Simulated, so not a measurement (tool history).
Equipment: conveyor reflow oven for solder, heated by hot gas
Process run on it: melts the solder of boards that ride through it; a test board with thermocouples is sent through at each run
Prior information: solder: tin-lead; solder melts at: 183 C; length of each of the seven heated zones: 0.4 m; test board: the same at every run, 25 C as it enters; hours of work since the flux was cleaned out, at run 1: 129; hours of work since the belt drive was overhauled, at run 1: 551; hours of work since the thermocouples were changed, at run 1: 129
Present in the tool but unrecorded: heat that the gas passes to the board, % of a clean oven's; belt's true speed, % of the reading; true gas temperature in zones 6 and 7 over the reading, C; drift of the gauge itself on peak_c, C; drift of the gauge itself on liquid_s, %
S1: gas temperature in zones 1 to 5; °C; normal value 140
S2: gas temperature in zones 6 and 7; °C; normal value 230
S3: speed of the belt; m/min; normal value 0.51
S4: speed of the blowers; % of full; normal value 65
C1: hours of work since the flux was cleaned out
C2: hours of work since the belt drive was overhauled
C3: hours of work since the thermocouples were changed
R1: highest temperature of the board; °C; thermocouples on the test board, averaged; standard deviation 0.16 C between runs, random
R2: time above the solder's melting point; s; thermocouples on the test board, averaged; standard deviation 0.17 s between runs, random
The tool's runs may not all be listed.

{"run": 1, "day": 0.0, "S1": 140, "S2": 230, "S3": 0.51, "S4": 65, "C1": 129, "C2": 551, "C3": 129, "R1": 214.5, "R2": 70}
{"run": 2, "day": 2.1, "S1": 140, "S2": 230, "S3": 0.51, "S4": 65, "C1": 163, "C2": 585, "C3": 163, "R1": 214.6, "R2": 69.4}
{"run": 3, "day": 4.038, "S1": 140, "S2": 230, "S3": 0.51, "S4": 65, "C1": 195, "C2": 617, "C3": 195, "R1": 214.3, "R2": 69.5}
{"run": 4, "day": 6.542, "S1": 153, "S2": 230, "S3": 0.51, "S4": 65, "C1": 235, "C2": 657, "C3": 235, "R1": 216.2, "R2": 78.2}
{"run": 5, "day": 7.95, "S1": 153, "S2": 230, "S3": 0.51, "S4": 65, "C1": 258, "C2": 680, "C3": 258, "R1": 216.1, "R2": 78.2}
{"run": 6, "day": 10.067, "S1": 153, "S2": 230, "S3": 0.51, "S4": 65, "C1": 293, "C2": 714, "C3": 293, "R1": 215.8, "R2": 77.7}
{"run": 7, "day": 12.312, "S1": 153, "S2": 230, "S3": 0.51, "S4": 65, "C1": 329, "C2": 751, "C3": 329, "R1": 215.7, "R2": 77.8}
{"day": 15.188, "done": "flux residue cleaned out of gas plates and filters"}
{"run": 8, "day": 15.188, "S1": 129, "S2": 230, "S3": 0.51, "S4": 65, "C1": 0, "C2": 794, "C3": 372, "R1": 213, "R2": 64.1}
{"run": 9, "day": 17.396, "S1": 129, "S2": 230, "S3": 0.51, "S4": 65, "C1": 36, "C2": 830, "C3": 408, "R1": 212.9, "R2": 63.6}
{"run": 10, "day": 19.388, "S1": 129, "S2": 230, "S3": 0.51, "S4": 65, "C1": 68, "C2": 862, "C3": 440, "R1": 213, "R2": 63.6}
{"run": 11, "day": 21.975, "S1": 129, "S2": 230, "S3": 0.51, "S4": 65, "C1": 110, "C2": 904, "C3": 482, "R1": 212.6, "R2": 63.3}
{"run": 12, "day": 24.092, "S1": 154, "S2": 230, "S3": 0.51, "S4": 65, "C1": 144, "C2": 938, "C3": 516, "R1": 216.8, "R2": 79.4}
{"run": 13, "day": 26.071, "S1": 154, "S2": 230, "S3": 0.51, "S4": 65, "C1": 176, "C2": 970, "C3": 548, "R1": 216.6, "R2": 79.3}
{"run": 14, "day": 28.383, "S1": 146, "S2": 231, "S3": 0.51, "S4": 65, "C1": 214, "C2": 1008, "C3": 586, "R1": 215.4, "R2": 74.1}
{"run": 15, "day": 31.154, "S1": 146, "S2": 231, "S3": 0.51, "S4": 65, "C1": 259, "C2": 1052, "C3": 631, "R1": 215.8, "R2": 74}
{"run": 16, "day": 33.104, "S1": 154, "S2": 230, "S3": 0.458, "S4": 65, "C1": 290, "C2": 1084, "C3": 662, "R1": 218.3, "R2": 91.3}
{"run": 17, "day": 34.329, "S1": 146, "S2": 230, "S3": 0.458, "S4": 55, "C1": 310, "C2": 1104, "C3": 682, "R1": 215.3, "R2": 82.9}
{"run": 18, "day": 35.742, "S1": 140, "S2": 230, "S3": 0.582, "S4": 77, "C1": 333, "C2": 1127, "C3": 705, "R1": 211.4, "R2": 57.8}
{"run": 19, "day": 37.208, "S1": 140, "S2": 237, "S3": 0.51, "S4": 65, "C1": 357, "C2": 1151, "C3": 729, "R1": 219.4, "R2": 74.6}
{"day": 37.592, "done": "belt drive overhauled, speed set with a stopwatch"}
{"day": 38.588, "done": "flux residue cleaned out of gas plates and filters"}
{"day": 38.671, "done": "thermocouples of zones 6 and 7 changed"}
{"run": 20, "day": 39.542, "S1": 144, "S2": 234, "S3": 0.42, "S4": 75, "C1": 14, "C2": 27, "C3": 14, "R1": 225.4, "R2": 99.2}
{"run": 21, "day": 41.988, "S1": 144, "S2": 240, "S3": 0.425, "S4": 74, "C1": 54, "C2": 66, "C3": 54, "R1": 230.4, "R2": 101.5}
{"run": 22, "day": 44.733, "S1": 151, "S2": 234, "S3": 0.582, "S4": 80, "C1": 98, "C2": 111, "C3": 98, "R1": 219.1, "R2": 68.6}
{"run": 23, "day": 46.775, "S1": 148, "S2": 234, "S3": 0.565, "S4": 80, "C1": 131, "C2": 144, "C3": 131, "R1": 219, "R2": 69.5}
{"run": 24, "day": 48.508, "S1": 148, "S2": 234, "S3": 0.565, "S4": 80, "C1": 159, "C2": 172, "C3": 159, "R1": 218.9, "R2": 69.6}
{"run": 25, "day": 50.204, "S1": 140, "S2": 239, "S3": 0.491, "S4": 72, "C1": 187, "C2": 200, "C3": 187, "R1": 224.3, "R2": 81.5}
{"run": 26, "day": 52.338, "S1": 140, "S2": 230, "S3": 0.476, "S4": 65, "C1": 221, "C2": 234, "C3": 221, "R1": 215.8, "R2": 76.1}

Alternative continuations, all from the tool just after run 26; predict every row:
{"run": "A", "day": 53.592, "S1": 133, "S2": 230, "S3": 0.51, "S4": 81, "C1": 242, "C2": 254, "C3": 242, "R1": "?", "R2": "?"}
{"run": "B", "day": 53.592, "S1": 140, "S2": 218, "S3": 0.476, "S4": 65, "C1": 242, "C2": 254, "C3": 242, "R1": "?", "R2": "?"}
{"run": "C", "day": 53.592, "S1": 126, "S2": 230, "S3": 0.467, "S4": 58, "C1": 242, "C2": 254, "C3": 242, "R1": "?", "R2": "?"}
{"run": "D", "day": 53.592, "S1": 143, "S2": 230, "S3": 0.476, "S4": 65, "C1": 242, "C2": 254, "C3": 242, "R1": "?", "R2": "?"}

run=A R1=215.3 R2=67.9
run=B R1=204.9 R2=63.2
run=C R1=212.3 R2=66.8
run=D R1=215.9 R2=77.9
Without the tool's hidden state the same runs would have given:
run=A R1=217.5 R2=70.1
run=B R1=206.7 R2=66.1
run=C R1=214.3 R2=69.3
run=D R1=217.8 R2=79.7
